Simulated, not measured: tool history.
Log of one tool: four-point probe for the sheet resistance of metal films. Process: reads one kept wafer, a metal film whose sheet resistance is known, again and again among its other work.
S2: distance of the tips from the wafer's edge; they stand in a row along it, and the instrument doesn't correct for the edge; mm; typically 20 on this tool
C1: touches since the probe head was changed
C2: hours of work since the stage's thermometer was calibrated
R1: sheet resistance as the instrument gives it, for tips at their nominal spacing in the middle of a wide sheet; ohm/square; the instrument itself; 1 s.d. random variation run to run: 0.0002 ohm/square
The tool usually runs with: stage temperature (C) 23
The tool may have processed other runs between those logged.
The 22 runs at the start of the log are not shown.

{"run": 23, "hour": 1223.0, "stage temperature (C)": 22, "S2": 16, "C1": 22859, "C2": 830, "R1": 0.980048}
{"run": 24, "hour": 1285.7, "stage temperature (C)": 29, "S2": 6, "C1": 23981, "C2": 860, "R1": 0.990752}
{"run": 25, "hour": 1352.3, "stage temperature (C)": 25, "S2": 26, "C1": 25171, "C2": 892, "R1": 0.982069}
{"run": 26, "hour": 1415.4, "stage temperature (C)": 30, "S2": 6, "C1": 26299, "C2": 922, "R1": 0.991215}
{"run": 27, "hour": 1491.6, "stage temperature (C)": 30, "S2": 6, "C1": 27662, "C2": 959, "R1": 0.991627}
{"run": 28, "hour": 1550.8, "stage temperature (C)": 19, "S2": 12, "C1": 28720, "C2": 987, "R1": 0.979104}
{"run": 29, "hour": 1609.3, "stage temperature (C)": 19, "S2": 12, "C1": 29765, "C2": 1015, "R1": 0.979102}
{"run": 30, "hour": 1670.1, "stage temperature (C)": 19, "S2": 12, "C1": 30852, "C2": 1045, "R1": 0.979147}
{"run": 31, "hour": 1748.3, "stage temperature (C)": 34, "S2": 7, "C1": 32250, "C2": 1082, "R1": 0.992867}
{"run": 32, "hour": 1798.7, "stage temperature (C)": 23, "S2": 6, "C1": 33151, "C2": 1106, "R1": 0.986692}
{"run": 33, "hour": 1863.5, "stage temperature (C)": 29, "S2": 3, "C1": 34310, "C2": 1138, "R1": 1.008075}
{"run": 34, "hour": 1945.6, "stage temperature (C)": 19, "S2": 3, "C1": 35777, "C2": 1177, "R1": 1.001267}
{"run": 35, "hour": 2015.4, "stage temperature (C)": 24, "S2": 36, "C1": 37025, "C2": 1210, "R1": 0.982013}
{"run": 36, "hour": 2097.5, "stage temperature (C)": 24, "S2": 36, "C1": 38493, "C2": 1250, "R1": 0.982222}
{"run": 37, "hour": 2149.8, "stage temperature (C)": 35, "S2": 12, "C1": 39427, "C2": 1275, "R1": 0.991544}
{"run": 38, "hour": 2201.4, "stage temperature (C)": 35, "S2": 12, "C1": 40350, "C2": 1300, "R1": 0.991611}
{"run": 39, "hour": 2238.0, "stage temperature (C)": 35, "S2": 12, "C1": 41004, "C2": 1317, "R1": 0.991704}
{"run": 40, "hour": 2284.5, "stage temperature (C)": 33, "S2": 14, "C1": 41836, "C2": 1340, "R1": 0.98947}

5 options for the next run, each taken on its own from the tool as it stands now. Forecast them:
{"run": "A", "hour": 2325.8, "stage temperature (C)": 21, "S2": 18, "C1": 42573, "C2": 1359, "R1": "?"}
{"run": "B", "hour": 2325.8, "stage temperature (C)": 33, "S2": 7, "C1": 42573, "C2": 1359, "R1": "?"}
{"run": "C", "hour": 2325.8, "stage temperature (C)": 23, "S2": 26, "C1": 42573, "C2": 1359, "R1": "?"}
{"run": "D", "hour": 2325.8, "stage temperature (C)": 23, "S2": 44, "C1": 42573, "C2": 1359, "R1": "?"}
{"run": "E", "hour": 2325.8, "stage temperature (C)": 23, "S2": 47, "C1": 42573, "C2": 1359, "R1": "?"}

run=A R1=0.980549
run=B R1=0.993253
run=C R1=0.982044
run=D R1=0.98161
run=E R1=0.981589
The same runs, with their run-to-run variation unchanged, on a tool lacking any hidden condition would have given:
run=A R1=0.977013
run=B R1=0.989708
run=C R1=0.978508
run=D R1=0.978075
run=E R1=0.978055
